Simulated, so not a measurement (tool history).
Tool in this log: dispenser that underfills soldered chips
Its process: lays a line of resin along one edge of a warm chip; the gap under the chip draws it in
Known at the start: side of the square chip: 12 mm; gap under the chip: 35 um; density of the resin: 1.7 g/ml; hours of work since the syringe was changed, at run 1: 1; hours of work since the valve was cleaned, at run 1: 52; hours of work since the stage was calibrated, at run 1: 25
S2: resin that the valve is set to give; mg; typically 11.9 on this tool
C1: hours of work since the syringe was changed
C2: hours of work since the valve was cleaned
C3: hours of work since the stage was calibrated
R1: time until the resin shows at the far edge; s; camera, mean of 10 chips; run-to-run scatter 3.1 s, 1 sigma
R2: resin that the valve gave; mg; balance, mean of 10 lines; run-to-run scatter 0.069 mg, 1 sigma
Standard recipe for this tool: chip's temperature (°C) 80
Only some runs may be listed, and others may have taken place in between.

{"run": 1, "day": 0.0, "chip's temperature (°C)": 80, "S2": 11.9, "C1": 1, "C2": 52, "C3": 25, "R1": 326.3, "R2": 11.33}
{"run": 2, "day": 0.138, "chip's temperature (°C)": 80, "S2": 11.9, "C1": 4, "C2": 55, "C3": 28, "R1": 359, "R2": 11.29}
{"day": 0.267, "done": "new syringe of resin"}
{"run": 3, "day": 0.417, "chip's temperature (°C)": 80, "S2": 13.9, "C1": 3, "C2": 60, "C3": 33, "R1": 347.6, "R2": 13.13}
{"day": 0.588, "done": "new syringe of resin"}
{"run": 4, "day": 0.683, "chip's temperature (°C)": 80, "S2": 13.9, "C1": 2, "C2": 65, "C3": 38, "R1": 319.6, "R2": 13.1}
{"run": 5, "day": 0.833, "chip's temperature (°C)": 80, "S2": 13.9, "C1": 5, "C2": 67, "C3": 41, "R1": 369.9, "R2": 13.07}
{"day": 0.917, "done": "new syringe of resin"}
{"run": 6, "day": 1.054, "chip's temperature (°C)": 80, "S2": 11.9, "C1": 3, "C2": 71, "C3": 45, "R1": 351.2, "R2": 11.11}
{"day": 1.254, "done": "new syringe of resin"}
{"run": 7, "day": 1.254, "chip's temperature (°C)": 80, "S2": 11.9, "C1": 0, "C2": 75, "C3": 48, "R1": 311.2, "R2": 11.16}
{"run": 8, "day": 1.425, "chip's temperature (°C)": 76, "S2": 11.9, "C1": 3, "C2": 78, "C3": 51, "R1": 400.3, "R2": 11.05}
{"day": 1.583, "done": "new syringe of resin"}
{"run": 9, "day": 1.671, "chip's temperature (°C)": 76, "S2": 11.9, "C1": 2, "C2": 83, "C3": 56, "R1": 378.3, "R2": 11.02}
{"run": 10, "day": 1.817, "chip's temperature (°C)": 76, "S2": 11.9, "C1": 4, "C2": 85, "C3": 58, "R1": 430.8, "R2": 11.06}
{"day": 1.912, "done": "new syringe of resin"}
{"run": 11, "day": 2.025, "chip's temperature (°C)": 81, "S2": 10.1, "C1": 2, "C2": 89, "C3": 62, "R1": 352.3, "R2": 9.32}
{"day": 2.233, "done": "new syringe of resin"}
{"run": 12, "day": 2.317, "chip's temperature (°C)": 71, "S2": 11.9, "C1": 2, "C2": 94, "C3": 67, "R1": 456.8, "R2": 10.98}
{"run": 13, "day": 2.504, "chip's temperature (°C)": 90, "S2": 14, "C1": 5, "C2": 98, "C3": 71, "R1": 266.4, "R2": 12.79}
{"day": 2.558, "done": "new syringe of resin"}
{"run": 14, "day": 2.654, "chip's temperature (°C)": 90, "S2": 14, "C1": 2, "C2": 100, "C3": 73, "R1": 224.3, "R2": 12.77}
{"day": 2.879, "done": "new syringe of resin"}
{"run": 15, "day": 2.946, "chip's temperature (°C)": 90, "S2": 14, "C1": 1, "C2": 106, "C3": 79, "R1": 226.7, "R2": 12.74}
{"run": 16, "day": 3.162, "chip's temperature (°C)": 87, "S2": 13.7, "C1": 5, "C2": 110, "C3": 83, "R1": 301.5, "R2": 12.47}
{"day": 3.196, "done": "new syringe of resin"}
{"day": 3.321, "done": "dispensing valve cleaned and set on the balance"}
{"run": 17, "day": 3.454, "chip's temperature (°C)": 80, "S2": 15.1, "C1": 4, "C2": 3, "C3": 87, "R1": 350.7, "R2": 15.03}
{"day": 3.562, "done": "new syringe of resin"}
{"run": 18, "day": 3.704, "chip's temperature (°C)": 78, "S2": 15.1, "C1": 3, "C2": 7, "C3": 92, "R1": 347.2, "R2": 15.07}
{"day": 3.9, "done": "new syringe of resin"}
{"run": 19, "day": 3.933, "chip's temperature (°C)": 66, "S2": 13.1, "C1": 1, "C2": 11, "C3": 96, "R1": 498.6, "R2": 12.97}
{"run": 20, "day": 4.188, "chip's temperature (°C)": 66, "S2": 13.1, "C1": 5, "C2": 16, "C3": 101, "R1": 620.1, "R2": 12.9}

Here are 4 independent what-if runs from the current tool condition. What would each one return?
{"day": 4.238, "done": "new syringe of resin"}
{"run": "A", "day": 4.404, "chip's temperature (°C)": 76, "S2": 13.1, "C1": 3, "C2": 20, "C3": 104, "R1": "?", "R2": "?"}
{"day": 4.238, "done": "new syringe of resin"}
{"run": "B", "day": 4.404, "chip's temperature (°C)": 80, "S2": 11.1, "C1": 3, "C2": 20, "C3": 104, "R1": "?", "R2": "?"}
{"day": 4.238, "done": "new syringe of resin"}
{"run": "C", "day": 4.404, "chip's temperature (°C)": 79, "S2": 11.6, "C1": 3, "C2": 20, "C3": 104, "R1": "?", "R2": "?"}
{"day": 4.238, "done": "new syringe of resin"}
{"run": "D", "day": 4.404, "chip's temperature (°C)": 93, "S2": 12.3, "C1": 3, "C2": 20, "C3": 104, "R1": "?", "R2": "?"}

run=A R1=384.2 R2=12.86
run=B R1=344.7 R2=10.91
run=C R1=353 R2=11.45
run=D R1=221.7 R2=12.17
The same runs, with their run-to-run variation unchanged, on a tool lacking any hidden condition would have given:
run=A R1=341.4 R2=13.07
run=B R1=305.5 R2=11.09
run=C R1=313 R2=11.64
run=D R1=196.5 R2=12.37
